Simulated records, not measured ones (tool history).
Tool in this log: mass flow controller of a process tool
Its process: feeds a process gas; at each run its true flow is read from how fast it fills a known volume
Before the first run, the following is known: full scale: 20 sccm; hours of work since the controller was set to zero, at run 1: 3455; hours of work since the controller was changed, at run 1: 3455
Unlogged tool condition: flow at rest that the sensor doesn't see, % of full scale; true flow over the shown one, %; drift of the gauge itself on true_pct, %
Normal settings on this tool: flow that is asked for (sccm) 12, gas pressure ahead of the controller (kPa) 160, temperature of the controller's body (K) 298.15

run    hour  flow that is asked for (sccm)  gas pressure ahead of the controller (kPa)  temperature of the controller's body (K)  hours of work since the controller was set to zero  hours of work since the controller was changed  true flow (%)
  1     0.0                             12                                         160                                    298.15                                                3455                                            3455          96.90
  2   123.2                             12                                         160                                    298.15                                                3528                                            3528          96.91
  3   337.8                             12                                         160                                    298.15                                                3656                                            3656          96.81
  4   459.9                             12                                         164                                    298.15                                                3728                                            3728          96.67
  5   565.0                             12                                         164                                    298.15                                                3791                                            3791          96.68
  6   697.2                             12                                         175                                    298.15                                                3869                                            3869          96.87
  7   804.1                             12                                         160                                    298.15                                                3932                                            3932          96.73
  8  1005.2                             12                                         160                                    298.15                                                4052                                            4052          96.67
  9  1162.6                             12                                         160                                    298.15                                                4145                                            4145          96.68
 10  1364.7                             12                                         160                                    298.15                                                4265                                            4265          96.62
 11  1568.0                             12                                         160                                    298.15                                                4386                                            4386          96.46
 12  1679.9                             12                                         160                                    301.15                                                4452                                            4452          96.53
 13  1899.0                             12                                         160                                    301.15                                                4582                                            4582          96.38
 14  2030.5                             12                                         160                                    298.15                                                4660                                            4660          96.37
 15  2123.3                             12                                         234                                    298.15                                                4715                                            4715          96.88
 16  2294.6                             12                                         189                                    298.15                                                4817                                            4817          96.53
 17  2486.9                             12                                         189                                    298.15                                                4931                                            4931          96.37
 18  2676.7                             15                                         160                                    298.15                                                5043                                            5043          96.91
 19  2827.9                             12                                         160                                    307.15                                                5133                                            5133          95.99
 20  2991.4                              3                                         160                                    307.15                                                5230                                            5230          92.93
 21  3151.7                             12                                         160                                    298.15                                                5325                                            5325          96.29
 22  3304.4                             12                                         160                                    298.15                                                5416                                            5416          96.09
 23  3488.5                             12                                         160                                    298.15                                                5525                                            5525          96.06
 24  3670.3                             12                                         160                                    298.15                                                5633                                            5633          96.04
 25  3863.4                             17                                         243                                    299.15                                                5748                                            5748          97.42
 26  3956.4                             17                                         243                                    299.15                                                5803                                            5803          97.41
 27  4165.2                              6                                         248                                    313.15                                                5927                                            5927          94.56
 28  4385.8                              6                                         248                                    313.15                                                6057                                            6057          94.56
 29  4546.8                             11                                         160                                    304.15                                                6153                                            6153          95.42
 30  4661.1                              5                                         160                                    299.15                                                6221                                            6221          93.90
 31  4765.5                             12                                         156                                    298.15                                                6283                                            6283          95.76
 32  4987.3                              3                                         160                                    297.15                                                6414                                            6414          92.30
 33  5138.5                             12                                         215                                    305.15                                                6504                                            6504          95.89
 34  5287.3                              6                                         152                                    298.15                                                6592                                            6592          94.02
 35  5430.5                              6                                         152                                    298.15                                                6677                                            6677          93.92
 36  5574.2                             16                                         162                                    299.15                                                6763                                            6763          96.38
 37  5768.6                             16                                         162                                    299.15                                                6878                                            6878          96.21
 38  5976.5                             16                                         162                                    299.15                                                7001                                            7001          96.18
 39  6126.2                             16                                         162                                    299.15                                                7090                                            7090          96.24
 40  6308.8                              3                                         263                                    301.15                                                7198                                            7198          92.30
 41  6473.6                             12                                         277                                    298.15                                                7296                                            7296          96.04
 42  6677.0                             12                                         186                                    298.15                                                7417                                            7417          95.48
 43  6852.3                             12                                         186                                    298.15                                                7521                                            7521          95.47
 44  6950.7                             12                                         186                                    298.15                                                7579                                            7579          95.34
 45  7061.3                              5                                         223                                    301.15                                                7645                                            7645          93.29
 46  7154.1                              5                                         223                                    301.15                                                7700                                            7700          93.51
 47  7331.3                             10                                         232                                    300.15                                                7805                                            7805          95.04

Alternative continuations, all from the tool just after run 47; predict every row:
  A  7552.3                             12                                         160                                    301.15                                                7936                                            7936              ?
  B  7552.3                              7                                         279                                    307.15                                                7936                                            7936              ?
  C  7552.3                              7                                         232                                    300.15                                                7936                                            7936              ?
  D  7552.3                             12                                         160                                    302.15                                                7936                                            7936              ?
  E  7552.3                              6                                         232                                    304.15                                                7936                                            7936              ?

run  true flow (%)
  A          95.00
  B          94.36
  C          94.24
  D          95.01
  E          93.77
Had the tool no hidden state, the same runs would have come out as:
run  true flow (%)
  A          98.44
  B          98.40
  C          98.28
  D          98.45
  E          98.05
